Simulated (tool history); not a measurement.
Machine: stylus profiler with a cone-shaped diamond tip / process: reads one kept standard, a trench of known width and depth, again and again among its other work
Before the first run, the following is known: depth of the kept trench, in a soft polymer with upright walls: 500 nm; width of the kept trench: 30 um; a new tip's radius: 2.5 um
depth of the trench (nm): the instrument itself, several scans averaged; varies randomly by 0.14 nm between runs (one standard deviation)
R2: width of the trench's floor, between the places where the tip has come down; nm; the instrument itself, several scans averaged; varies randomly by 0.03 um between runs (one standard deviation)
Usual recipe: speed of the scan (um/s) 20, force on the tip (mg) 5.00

Run 1, hour 0.0: usual settings. Result: depth of the trench (nm) 510.01, R2 26190 nm.
Run 2, hour 45.3: usual settings. Result: depth of the trench (nm) 510.08, R2 26220 nm.
Run 3, hour 123.9: usual settings but force on the tip (mg) 2.15. Result: depth of the trench (nm) 505.99, R2 26170 nm.
Run 4, hour 196.2: usual settings but force on the tip (mg) 5.04. Result: depth of the trench (nm) 510.29, R2 26180 nm.
Run 5, hour 265.6: usual settings but force on the tip (mg) 2.27. Result: depth of the trench (nm) 506.06, R2 26100 nm.
Run 6, hour 348.2: usual settings but force on the tip (mg) 2.27. Result: depth of the trench (nm) 506.36, R2 26080 nm.
Run 7, hour 419.5: usual settings but speed of the scan (um/s) 37. Result: depth of the trench (nm) 509.89, R2 26060 nm.
Run 8, hour 513.0: usual settings but force on the tip (mg) 1.91. Result: depth of the trench (nm) 505.81, R2 26040 nm.
Run 9, hour 598.5: usual settings but speed of the scan (um/s) 6, force on the tip (mg) 2.50. Result: depth of the trench (nm) 507.12, R2 26050 nm.
Run 10, hour 681.3: usual settings but speed of the scan (um/s) 68, force on the tip (mg) 2.97. Result: depth of the trench (nm) 507.44, R2 25860 nm.
Run 11, hour 747.6: usual settings but speed of the scan (um/s) 63, force on the tip (mg) 1.73. Result: depth of the trench (nm) 505.40, R2 25790 nm.
Run 12, hour 808.6: usual settings but speed of the scan (um/s) 63, force on the tip (mg) 1.73. Result: depth of the trench (nm) 505.57, R2 25810 nm.
Run 13, hour 870.7: usual settings but speed of the scan (um/s) 10, force on the tip (mg) 3.51. Result: depth of the trench (nm) 508.55, R2 25970 nm.
Run 14, hour 945.9: usual settings but speed of the scan (um/s) 65, force on the tip (mg) 3.00. Result: depth of the trench (nm) 507.93, R2 25830 nm.

Hidden state or all else? Some run-to-run changes of depth of the trench (nm), split into what the settings, what came in and random variation would give without the hidden state, and what is left for the hidden state (with any gauge scatter that isn't in both results):
Unlogged tool condition in this case: radius of the tip, um; height scale over the true one, %; drift of the gauge itself on depth_nm, %; drift of the gauge itself on floor_um, %.
Run 3 -> 4: force on the tip (mg) 2.15 -> 5.04. depth of the trench (nm) +4.30: hidden state +0.06, all else +4.24.
Run 5 -> 6: settings left as they were, no log entry in between. depth of the trench (nm) +0.30: hidden state +0.07, all else +0.23.
